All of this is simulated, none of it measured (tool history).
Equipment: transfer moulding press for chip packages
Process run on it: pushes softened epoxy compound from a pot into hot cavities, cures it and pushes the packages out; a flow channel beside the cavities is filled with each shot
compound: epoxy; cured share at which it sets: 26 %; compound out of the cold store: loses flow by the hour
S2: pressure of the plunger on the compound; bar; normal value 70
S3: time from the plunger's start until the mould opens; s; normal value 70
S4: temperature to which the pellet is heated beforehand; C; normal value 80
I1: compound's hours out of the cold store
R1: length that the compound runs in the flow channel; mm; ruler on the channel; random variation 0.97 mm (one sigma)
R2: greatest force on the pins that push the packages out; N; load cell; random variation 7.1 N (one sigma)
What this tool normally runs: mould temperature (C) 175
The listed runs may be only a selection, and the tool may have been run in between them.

{"run": 1, "hour": 0.0, "mould temperature (C)": 175, "S2": 70, "S3": 70, "S4": 80, "I1": 32.8, "R1": 919.9, "R2": 569}
{"hour": 9.1, "done": "cavities cleaned with cleaning compound and waxed"}
{"hour": 57.5, "done": "cavities cleaned with cleaning compound and waxed"}
{"run": 2, "hour": 57.5, "mould temperature (C)": 175, "S2": 70, "S3": 70, "S4": 80, "I1": 19.6, "R1": 948.2, "R2": 327}
{"hour": 102.5, "done": "cavities cleaned with cleaning compound and waxed"}
{"run": 3, "hour": 118.2, "mould temperature (C)": 175, "S2": 70, "S3": 70, "S4": 80, "I1": 28.4, "R1": 917.2, "R2": 436}
{"hour": 145.3, "done": "cavities cleaned with cleaning compound and waxed"}
{"hour": 162.0, "done": "plunger's sealing rings changed"}
{"run": 4, "hour": 177.2, "mould temperature (C)": 175, "S2": 70, "S3": 70, "S4": 80, "I1": 21.2, "R1": 947.4, "R2": 542}
{"hour": 191.3, "done": "cavities cleaned with cleaning compound and waxed"}
{"hour": 237.2, "done": "cavities cleaned with cleaning compound and waxed"}
{"run": 5, "hour": 237.2, "mould temperature (C)": 175, "S2": 70, "S3": 70, "S4": 80, "I1": 22.4, "R1": 937.5, "R2": 342}
{"hour": 287.4, "done": "cavities cleaned with cleaning compound and waxed"}
{"run": 6, "hour": 309.7, "mould temperature (C)": 175, "S2": 70, "S3": 70, "S4": 80, "I1": 41.5, "R1": 881.8, "R2": 471}
{"hour": 321.6, "done": "plunger's sealing rings changed"}
{"hour": 337.1, "done": "cavities cleaned with cleaning compound and waxed"}
{"hour": 380.0, "done": "cavities cleaned with cleaning compound and waxed"}
{"run": 7, "hour": 391.4, "mould temperature (C)": 175, "S2": 70, "S3": 70, "S4": 80, "I1": 26, "R1": 932.4, "R2": 454}
{"hour": 427.9, "done": "cavities cleaned with cleaning compound and waxed"}
{"hour": 475.9, "done": "cavities cleaned with cleaning compound and waxed"}
{"run": 8, "hour": 477.5, "mould temperature (C)": 175, "S2": 70, "S3": 70, "S4": 80, "I1": 8.2, "R1": 965.1, "R2": 363}
{"hour": 483.5, "done": "plunger's sealing rings changed"}
{"hour": 499.8, "done": "mould's thermocouples calibrated"}
{"hour": 526.5, "done": "cavities cleaned with cleaning compound and waxed"}
{"run": 9, "hour": 565.5, "mould temperature (C)": 175, "S2": 70, "S3": 70, "S4": 80, "I1": 36.5, "R1": 901.3, "R2": 585}
{"hour": 571.2, "done": "cavities cleaned with cleaning compound and waxed"}
{"hour": 619.8, "done": "cavities cleaned with cleaning compound and waxed"}
{"hour": 645.0, "done": "plunger's sealing rings changed"}
{"run": 10, "hour": 645.0, "mould temperature (C)": 175, "S2": 70, "S3": 70, "S4": 80, "I1": 30.9, "R1": 927, "R2": 553}
{"hour": 670.6, "done": "cavities cleaned with cleaning compound and waxed"}
{"hour": 687.5, "done": "mould's thermocouples calibrated, once more"}
{"run": 11, "hour": 687.9, "mould temperature (C)": 175, "S2": 70, "S3": 70, "S4": 80, "I1": 36.5, "R1": 902, "R2": 440}
{"hour": 721.9, "done": "cavities cleaned with cleaning compound and waxed"}
{"run": 12, "hour": 742.4, "mould temperature (C)": 175, "S2": 70, "S3": 70, "S4": 80, "I1": 15.4, "R1": 950.7, "R2": 485}
{"hour": 768.1, "done": "cavities cleaned with cleaning compound and waxed"}
{"run": 13, "hour": 784.1, "mould temperature (C)": 175, "S2": 70, "S3": 70, "S4": 80, "I1": 30.5, "R1": 908.1, "R2": 440}
{"hour": 809.6, "done": "plunger's sealing rings changed"}
{"hour": 815.9, "done": "cavities cleaned with cleaning compound and waxed"}
{"run": 14, "hour": 842.8, "mould temperature (C)": 175, "S2": 70, "S3": 81, "S4": 80, "I1": 31.1, "R1": 918.5, "R2": 380}
{"hour": 863.6, "done": "cavities cleaned with cleaning compound and waxed"}
{"run": 15, "hour": 903.7, "mould temperature (C)": 172, "S2": 70, "S3": 70, "S4": 80, "I1": 11.3, "R1": 970.8, "R2": 701}
{"hour": 911.7, "done": "cavities cleaned with cleaning compound and waxed"}
{"hour": 960.5, "done": "cavities cleaned with cleaning compound and waxed"}
{"hour": 973.4, "done": "plunger's sealing rings changed"}
{"run": 16, "hour": 987.9, "mould temperature (C)": 172, "S2": 70, "S3": 70, "S4": 80, "I1": 38.4, "R1": 911.3, "R2": 623}
{"hour": 1010.8, "done": "cavities cleaned with cleaning compound and waxed"}
{"hour": 1059.1, "done": "cavities cleaned with cleaning compound and waxed"}
{"run": 17, "hour": 1061.3, "mould temperature (C)": 172, "S2": 70, "S3": 70, "S4": 80, "I1": 45.3, "R1": 886.3, "R2": 402}
{"hour": 1105.9, "done": "cavities cleaned with cleaning compound and waxed"}
{"run": 18, "hour": 1119.6, "mould temperature (C)": 183, "S2": 76.8, "S3": 61, "S4": 76, "I1": 12.8, "R1": 980.2, "R2": 400}

The next listed run, before its measurement:
{"hour": 1137.7, "done": "plunger's sealing rings changed"}
{"hour": 1151.9, "done": "cavities cleaned with cleaning compound and waxed"}
{"run": 19, "hour": 1184.1, "mould temperature (C)": 175, "S2": 60.3, "S3": 72, "S4": 80, "I1": 32.6, "R1": "?", "R2": "?"}

R1: 852.7 mm
R2: 522 N
Were there no unlogged condition in the tool, this run, its random variation unchanged, would have produced R1 856.6 mm, R2 293 N.

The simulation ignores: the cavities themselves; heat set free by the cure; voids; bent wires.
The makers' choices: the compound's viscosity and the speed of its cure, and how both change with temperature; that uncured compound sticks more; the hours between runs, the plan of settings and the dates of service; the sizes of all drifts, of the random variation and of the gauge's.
